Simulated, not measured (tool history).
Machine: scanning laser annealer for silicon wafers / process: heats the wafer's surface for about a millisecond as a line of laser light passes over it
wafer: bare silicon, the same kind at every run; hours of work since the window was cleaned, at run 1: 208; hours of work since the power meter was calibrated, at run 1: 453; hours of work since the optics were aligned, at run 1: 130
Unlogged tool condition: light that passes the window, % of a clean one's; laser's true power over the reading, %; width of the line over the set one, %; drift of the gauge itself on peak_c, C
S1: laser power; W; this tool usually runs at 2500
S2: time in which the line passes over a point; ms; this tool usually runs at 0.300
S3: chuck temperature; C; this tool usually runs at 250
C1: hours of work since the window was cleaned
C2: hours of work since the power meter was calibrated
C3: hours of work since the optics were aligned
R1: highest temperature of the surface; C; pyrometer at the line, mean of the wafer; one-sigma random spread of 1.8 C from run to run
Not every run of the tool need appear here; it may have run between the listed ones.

| run | hour | S1 | S2 | S3 | C1 | C2 | C3 | R1 |
|---|---|---|---|---|---|---|---|---|
| 1 | 0.0 | 2500 | 0.300 | 250 | 208 | 453 | 130 | 971 |
| 2 | 12.0 | 2500 | 0.327 | 250 | 215 | 460 | 137 | 1001 |
| 3 | 31.5 | 2500 | 0.300 | 250 | 226 | 471 | 148 | 967 |
| 4 | 45.2 | 2500 | 0.300 | 250 | 233 | 479 | 156 | 969 |
| 5 | 57.6 | 2204 | 0.300 | 250 | 240 | 486 | 163 | 883 |
| 6 | 77.2 | 2204 | 0.300 | 250 | 251 | 497 | 174 | 879 |
| 7 | 93.4 | 2204 | 0.300 | 250 | 261 | 506 | 183 | 880 |
| 8 | 112.7 | 2204 | 0.300 | 250 | 271 | 517 | 194 | 879 |
| 9 | 132.0 | 2204 | 0.300 | 250 | 282 | 528 | 205 | 876 |
| 10 | 141.5 | 2204 | 0.300 | 250 | 288 | 533 | 210 | 877 |
| 11 | 162.1 | 2280 | 0.300 | 250 | 299 | 545 | 222 | 902 |
| 12 | 174.3 | 2280 | 0.300 | 250 | 306 | 551 | 229 | 900 |
| 13 | 192.8 | 2280 | 0.300 | 250 | 317 | 562 | 239 | 897 |
| 14 | 209.3 | 2500 | 0.300 | 250 | 326 | 571 | 248 | 963 |
| 15 | 224.6 | 2500 | 0.300 | 250 | 334 | 580 | 257 | 958 |
| 16 | 243.9 | 2500 | 0.300 | 250 | 345 | 591 | 268 | 960 |
| 17 | 259.2 | 2500 | 0.300 | 250 | 354 | 599 | 277 | 958 |
| 18 | 271.9 | 2310 | 0.300 | 250 | 361 | 606 | 284 | 901 |
| 19 | 281.2 | 2310 | 0.300 | 250 | 366 | 612 | 289 | 903 |
| 20 | 292.7 | 2310 | 0.300 | 250 | 373 | 618 | 295 | 905 |
| 21 | 306.8 | 2310 | 0.300 | 250 | 381 | 626 | 303 | 904 |
|  | 313.0 | optics aligned, line set to its width |
| 22 | 328.8 | 2310 | 0.300 | 250 | 390 | 636 | 9 | 905 |
| 23 | 341.9 | 2476 | 0.300 | 277 | 398 | 643 | 16 | 976 |
| 24 | 350.8 | 2134 | 0.215 | 217 | 403 | 648 | 21 | 720 |
|  | 363.8 | optics aligned, line set to its width, once more |
| 25 | 366.7 | 2159 | 0.223 | 248 | 409 | 654 | 2 | 765 |
| 26 | 381.3 | 2513 | 0.278 | 250 | 417 | 662 | 10 | 929 |
| 27 | 391.3 | 2513 | 0.278 | 250 | 423 | 668 | 16 | 933 |
| 28 | 402.8 | 2500 | 0.252 | 231 | 429 | 674 | 22 | 872 |
| 29 | 418.5 | 2500 | 0.252 | 231 | 438 | 683 | 31 | 873 |
|  | 431.6 | window over the wafer cleaned |
| 30 | 433.0 | 2500 | 0.252 | 231 | 1 | 690 | 38 | 895 |
| 31 | 441.9 | 2500 | 0.252 | 231 | 6 | 695 | 43 | 895 |
| 32 | 452.6 | 2243 | 0.241 | 235 | 12 | 701 | 49 | 817 |
| 33 | 469.8 | 2243 | 0.295 | 247 | 22 | 711 | 59 | 897 |
| 34 | 486.4 | 2500 | 0.307 | 277 | 31 | 720 | 68 | 1013 |
| 35 | 495.1 | 2705 | 0.246 | 250 | 36 | 725 | 73 | 957 |
| 36 | 505.5 | 2353 | 0.235 | 238 | 42 | 731 | 79 | 838 |
| 37 | 522.7 | 2353 | 0.235 | 238 | 51 | 741 | 88 | 839 |
| 38 | 534.1 | 2571 | 0.362 | 260 | 58 | 747 | 95 | 1086 |
| 39 | 552.0 | 2367 | 0.300 | 250 | 68 | 757 | 105 | 938 |
| 40 | 561.7 | 2668 | 0.341 | 250 | 73 | 763 | 110 | 1083 |

Forecast each of these 4 alternatives for the next run:
| A | 580.7 | 2647 | 0.333 | 230 | 84 | 774 | 121 | ? |
| B | 580.7 | 2148 | 0.241 | 250 | 84 | 774 | 121 | ? |
| C | 580.7 | 2500 | 0.300 | 265 | 84 | 774 | 121 | ? |
| D | 580.7 | 2668 | 0.252 | 222 | 84 | 774 | 121 | ? |

| run | R1 |
|---|---|
| A | 1043 |
| B | 806 |
| C | 991 |
| D | 924 |
Take away the tool's hidden state, keep each run's random variation, and the runs would have read:
| run | R1 |
|---|---|
| A | 1056 |
| B | 815 |
| C | 1002 |
| D | 935 |

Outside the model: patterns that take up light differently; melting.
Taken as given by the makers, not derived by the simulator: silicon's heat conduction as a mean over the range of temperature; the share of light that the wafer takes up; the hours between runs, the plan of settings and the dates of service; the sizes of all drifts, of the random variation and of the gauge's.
